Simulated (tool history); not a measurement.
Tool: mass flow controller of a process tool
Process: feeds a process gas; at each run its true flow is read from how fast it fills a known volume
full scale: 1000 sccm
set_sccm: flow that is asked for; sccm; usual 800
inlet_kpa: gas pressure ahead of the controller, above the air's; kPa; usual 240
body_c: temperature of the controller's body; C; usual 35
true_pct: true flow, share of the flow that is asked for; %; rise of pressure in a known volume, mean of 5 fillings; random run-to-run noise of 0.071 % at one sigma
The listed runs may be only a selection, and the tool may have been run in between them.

Run 1, day 0.000: usual settings. Result: true_pct 99.62 %.
Run 2, day 5.750: usual settings. Result: true_pct 99.67 %.
Run 3, day 8.967: usual settings. Result: true_pct 99.78 %.
Run 4, day 14.033: usual settings. Result: true_pct 99.77 %.
Run 5, day 17.558: usual settings. Result: true_pct 99.73 %.
Run 6, day 22.604: usual settings but inlet_kpa 238 kPa. Result: true_pct 99.64 %.
Run 7, day 27.729: usual settings but body_c 20 C. Result: true_pct 100.22 %.
Run 8, day 31.446: usual settings. Result: true_pct 99.81 %.
Run 9, day 36.271: usual settings but set_sccm 605 sccm. Result: true_pct 99.44 %.
Run 10, day 41.621: usual settings but set_sccm 947 sccm, inlet_kpa 156 kPa, body_c 36 C. Result: true_pct 99.25 %.
Run 11, day 44.808: usual settings but set_sccm 859 sccm, body_c 25 C. Result: true_pct 100.30 %.
Run 12, day 49.458: usual settings but set_sccm 109 sccm, body_c 27 C. Result: true_pct 99.21 %.
Run 13, day 52.888: usual settings but set_sccm 109 sccm, inlet_kpa 208 kPa, body_c 27 C. Result: true_pct 99.13 %.
Run 14, day 56.379: usual settings but set_sccm 109 sccm, inlet_kpa 208 kPa, body_c 27 C. Result: true_pct 98.94 %.
Run 15, day 61.254: usual settings but set_sccm 109 sccm, inlet_kpa 208 kPa, body_c 27 C. Result: true_pct 99.03 %.
Run 16, day 66.558: usual settings but set_sccm 664 sccm, inlet_kpa 242 kPa. Result: true_pct 99.54 %.

What if the next run were any one of these 4? Each begins from the tool's condition after run 16:
Run A, day 72.075: usual settings but set_sccm 283 sccm. Result: true_pct ?.
Run B, day 72.075: usual settings but inlet_kpa 156 kPa, body_c 22 C. Result: true_pct ?.
Run C, day 72.075: usual settings but set_sccm 109 sccm, inlet_kpa 210 kPa. Result: true_pct ?.
Run D, day 72.075: usual settings but set_sccm 242 sccm, inlet_kpa 221 kPa, body_c 22 C. Result: true_pct ?.

run  true_pct
  A     99.18
  B     99.57
  C     98.75
  D     99.54
What these runs would have given with no unlogged condition in the tool:
run  true_pct
  A     99.16
  B     99.56
  C     98.72
  D     99.52

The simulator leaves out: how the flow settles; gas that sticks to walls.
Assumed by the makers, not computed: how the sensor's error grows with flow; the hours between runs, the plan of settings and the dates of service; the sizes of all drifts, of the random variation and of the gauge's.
